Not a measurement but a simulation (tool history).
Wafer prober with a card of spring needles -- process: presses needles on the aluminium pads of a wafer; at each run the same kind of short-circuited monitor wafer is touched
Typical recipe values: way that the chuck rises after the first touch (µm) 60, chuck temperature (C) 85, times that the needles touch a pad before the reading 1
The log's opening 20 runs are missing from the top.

run	hour	way that the chuck rises after the first touch (µm)	chuck temperature (C)	times that the needles touch a pad before the reading	resistance of one needle with its contact and lead (mohm)	way that a needle slides on the pad (µm)
21	167.4	47	85	1	185	11.79
22	172.4	47	85	1	190	11.78
23	181.9	59	58	1	179	14.77
# hour 190.8: gauge calibrated
24	192	59	58	1	178	14.7
25	197.5	60	89	1	181	14.89
26	205.6	78	99	2	182	19.34
# hour 206.4: tips cleaned on abrasive film
27	215.4	78	99	2	182	19.4
28	226.2	42	29	1	175	10.4
29	231.6	42	29	1	175	10.46
30	241.6	75	85	1	182	18.69
31	249.9	55	85	1	185	13.72
# hour 253.8: tips cleaned on abrasive film
32	255.5	55	85	1	184	13.75
33	265.8	40	52	1	181	10.01
34	271.3	60	85	2	183	14.98

Below are 3 alternative next runs, each starting from the tool's condition after run 34. Predict each:
A	278.6	61	33	2	?	?
B	278.6	56	59	2	?	?
C	278.6	60	29	1	?	?

run	resistance of one needle with its contact and lead (mohm)	way that a needle slides on the pad (µm)
A	170	15.17
B	180	13.94
C	171	14.97
With no hidden state in the tool, these same runs would have given:
run	resistance of one needle with its contact and lead (mohm)	way that a needle slides on the pad (µm)
A	170	15.1
B	180	13.88
C	171	14.9
